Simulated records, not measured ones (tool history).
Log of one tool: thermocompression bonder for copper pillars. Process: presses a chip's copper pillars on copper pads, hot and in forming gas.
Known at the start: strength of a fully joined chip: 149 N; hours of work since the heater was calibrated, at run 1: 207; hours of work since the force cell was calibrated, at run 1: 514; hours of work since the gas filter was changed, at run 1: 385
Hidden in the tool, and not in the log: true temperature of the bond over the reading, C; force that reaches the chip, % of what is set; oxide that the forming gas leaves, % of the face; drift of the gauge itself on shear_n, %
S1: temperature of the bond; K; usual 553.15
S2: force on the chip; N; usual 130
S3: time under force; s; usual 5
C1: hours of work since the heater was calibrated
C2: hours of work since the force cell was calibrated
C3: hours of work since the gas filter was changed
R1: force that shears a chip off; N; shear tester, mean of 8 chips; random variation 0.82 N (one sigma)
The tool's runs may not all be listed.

| run | hour | S1 | S2 | S3 | C1 | C2 | C3 | R1 |
|---|---|---|---|---|---|---|---|---|
| 1 | 0.0 | 553.15 | 130 | 5 | 207 | 514 | 385 | 76.4 |
| 2 | 68.4 | 553.15 | 130 | 5 | 242 | 548 | 420 | 76.5 |
|  | 139.6 | forming gas filter changed |
| 3 | 160.4 | 553.15 | 130 | 5 | 289 | 595 | 11 | 77.8 |
| 4 | 248.6 | 553.15 | 130 | 5 | 333 | 640 | 55 | 76.9 |
| 5 | 307.0 | 553.15 | 130 | 5 | 363 | 669 | 85 | 75.9 |
| 6 | 369.9 | 553.15 | 130 | 5 | 395 | 701 | 117 | 77.7 |
|  | 445.0 | force cell calibrated |
| 7 | 464.3 | 567.15 | 130 | 5 | 442 | 10 | 164 | 88.9 |
| 8 | 533.2 | 523.15 | 130 | 5 | 477 | 45 | 199 | 52.9 |
| 9 | 616.4 | 523.15 | 130 | 5 | 519 | 87 | 241 | 50.6 |
| 10 | 690.5 | 553.15 | 130 | 5 | 557 | 125 | 279 | 77.8 |
| 11 | 766.2 | 553.15 | 130 | 5 | 595 | 163 | 317 | 75.8 |
| 12 | 862.8 | 553.15 | 130 | 5 | 644 | 212 | 366 | 76.9 |
| 13 | 940.1 | 553.15 | 125 | 5 | 683 | 251 | 405 | 75.4 |
| 14 | 994.2 | 569.15 | 130 | 5 | 711 | 279 | 433 | 91.3 |
|  | 1039.5 | forming gas filter changed |
| 15 | 1039.5 | 536.15 | 106 | 3 | 733 | 301 | 0 | 42.5 |
| 16 | 1110.5 | 563.15 | 121 | 7 | 769 | 337 | 36 | 92.2 |
| 17 | 1155.6 | 563.15 | 178 | 9 | 792 | 360 | 59 | 115.1 |
| 18 | 1230.1 | 547.15 | 86 | 3 | 830 | 398 | 97 | 43.3 |
| 19 | 1273.9 | 547.15 | 86 | 3 | 852 | 420 | 119 | 44.1 |
| 20 | 1357.7 | 561.15 | 159 | 11 | 895 | 463 | 161 | 115.1 |
| 21 | 1415.3 | 553.15 | 130 | 5 | 924 | 492 | 191 | 76.3 |
| 22 | 1486.6 | 538.15 | 145 | 10 | 960 | 528 | 227 | 85.6 |
| 23 | 1560.6 | 550.15 | 145 | 3 | 998 | 566 | 264 | 64.1 |

Run 24 comes next. What will it give?
| 24 | 1602.8 | 569.15 | 138 | 3 | 1019 | 587 | 286 | ? |

Run 24 gave R1 79.7 N.
Without the tool's hidden state the same run would have given R1 80.3 N.
